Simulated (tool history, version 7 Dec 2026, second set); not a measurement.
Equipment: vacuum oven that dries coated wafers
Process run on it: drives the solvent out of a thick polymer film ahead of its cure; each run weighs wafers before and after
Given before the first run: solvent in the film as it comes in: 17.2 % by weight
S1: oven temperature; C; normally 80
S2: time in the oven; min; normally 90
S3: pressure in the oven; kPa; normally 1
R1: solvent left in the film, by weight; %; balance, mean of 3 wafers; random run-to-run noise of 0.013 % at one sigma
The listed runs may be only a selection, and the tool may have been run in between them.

run   hour  S1   S2    S3    R1
  1      0  80   90     1  0.64
  2   15.1  80   90     1  0.66
  3   31.7  83   90     1  0.43
  4   40.2  83   90     1  0.43
  5   50.4  80   75     1  0.95
  6   62.1  80   75     1  0.95
  7   69.8  80   75     1  0.98
  8   77.6  80   75     1  0.93
  9   89.4  80   75     1  0.96
 10   97.4  80   75     1  0.94
 11  111.3  80   75     1  0.94
 12  123.9  80   75     1  0.92
 13  138.6  80   75     1  0.94
 14  150.9  80   90  0.71  0.55
 15  162.8  80   90  0.71  0.55
 16  178.2  80   90  0.71  0.54
 17  189.1  80   90     1  0.62
 18  204.3  77   90     1  0.95
 19  218.7  80   90     1  0.64
 20  233.1  80   90     1  0.66
 21  240.2  86   90     1   0.3
 22  252.4  86   90     1  0.29
 23  269.5  86  101     1  0.25
 24  280.4  80   62     1  1.38
 25  292.5  90   62  0.61  0.29
 26    301  92   70  0.72  0.18
 27  309.1  73   87     1  1.62
 28  318.8  83   90  0.95  0.43
 29    335  83   90  0.95  0.43
 30    349  74   62  2.43  3.04
 31    361  65   52  1.47  6.21
 32  369.4  65   52  1.47  6.25
 33  377.3  89  108  0.89  0.17
 34  392.3  93  133  0.89  0.16
 35  407.5  88   91     1  0.23
 36  423.4  85  118   1.6   0.4
 37  438.6  80  118   1.6  0.57
 38    455  80  118   1.6  0.57
 39  462.5  80  104     1  0.47
 40  472.4  90   56  2.17  0.67
 41  489.8  67  145  2.17  1.78
 42  498.9  67  145  2.17   1.8
 43  514.6  67  145  2.17  1.81
 44  528.9  66   90  1.99  3.49
 45    541  69   66  0.53  3.48
 46  554.9  69  143  2.07  1.46
 47  564.2  83   90  0.77  0.38

Some steps in R1 between neighbouring runs. How much of each would the tool show without its hidden state too (settings, what came in, random variation), and how much is left for the hidden state, with any gauge scatter that isn't in both results?
Hidden state present: true wafer temperature over the reading, C; true pressure over the reading, kPa; drift of the gauge itself on solvent_pct, %.
Run 26 -> 27: S1 92 -> 73, S2 70 -> 87, S3 0.72 -> 1. R1 +1.44 %: hidden state -0.19, all else +1.63.
Run 29 -> 30: S1 83 -> 74, S2 90 -> 62, S3 0.95 -> 2.43. R1 +2.61 %: hidden state -0.25, all else +2.86.
Run 30 -> 31: S1 74 -> 65, S2 62 -> 52, S3 2.43 -> 1.47. R1 +3.17 %: hidden state -0.06, all else +3.23.
Run 32 -> 33: S1 65 -> 89, S2 52 -> 108, S3 1.47 -> 0.89. R1 -6.08 %: hidden state +0.36, all else -6.44.
